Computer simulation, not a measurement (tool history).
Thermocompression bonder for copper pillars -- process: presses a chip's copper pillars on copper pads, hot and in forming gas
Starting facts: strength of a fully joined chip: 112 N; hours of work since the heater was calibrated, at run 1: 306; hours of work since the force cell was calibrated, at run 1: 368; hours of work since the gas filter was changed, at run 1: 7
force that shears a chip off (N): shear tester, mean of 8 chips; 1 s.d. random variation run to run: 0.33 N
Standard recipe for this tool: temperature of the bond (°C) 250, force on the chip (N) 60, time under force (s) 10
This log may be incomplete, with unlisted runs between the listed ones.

run   hour  temperature of the bond (°C)  force on the chip (N)  time under force (s)  hours of work since the heater was calibrated  hours of work since the force cell was calibrated  hours of work since the gas filter was changed  force that shears a chip off (N)
  1    0.0                           250                     60                    10                                            306                                                368                                               7                              44.6
  2   10.6                           250                     60                    13                                            313                                                375                                              14                              49.2
  3   29.9                           250                     60                    13                                            325                                                387                                              26                              49.7
  4   43.1                           242                     60                    13                                            334                                                396                                              35                              45.1
  5   61.4                           250                     60                    10                                            346                                                407                                              47                              44.1
  6   79.3                           250                     60                    10                                            357                                                419                                              58                              44.0
  7   96.4                           250                     60                    10                                            368                                                430                                              69                              44.3
  8  107.4                           250                     60                    10                                            375                                                437                                              76                              44.7
  9  117.8                           250                     60                    10                                            382                                                444                                              83                              44.1
 10  128.5                           250                     60                    10                                            389                                                451                                              90                              44.9
 11  144.6                           250                     60                    10                                            399                                                461                                             100                              43.7
 12  164.1                           250                     60                    10                                            412                                                474                                             113                              44.6
 13  173.1                           265                     64                    12                                            418                                                480                                             119                              57.3

Run 14 comes next. What will it give?
 14  192.7                           236                     60                    21                                            430                                                492                                             132                                 ?

force that shears a chip off (N): 49.0
On a tool with no hidden condition, and with the same random variation, this run would have come out at force that shears a chip off (N) 47.9.

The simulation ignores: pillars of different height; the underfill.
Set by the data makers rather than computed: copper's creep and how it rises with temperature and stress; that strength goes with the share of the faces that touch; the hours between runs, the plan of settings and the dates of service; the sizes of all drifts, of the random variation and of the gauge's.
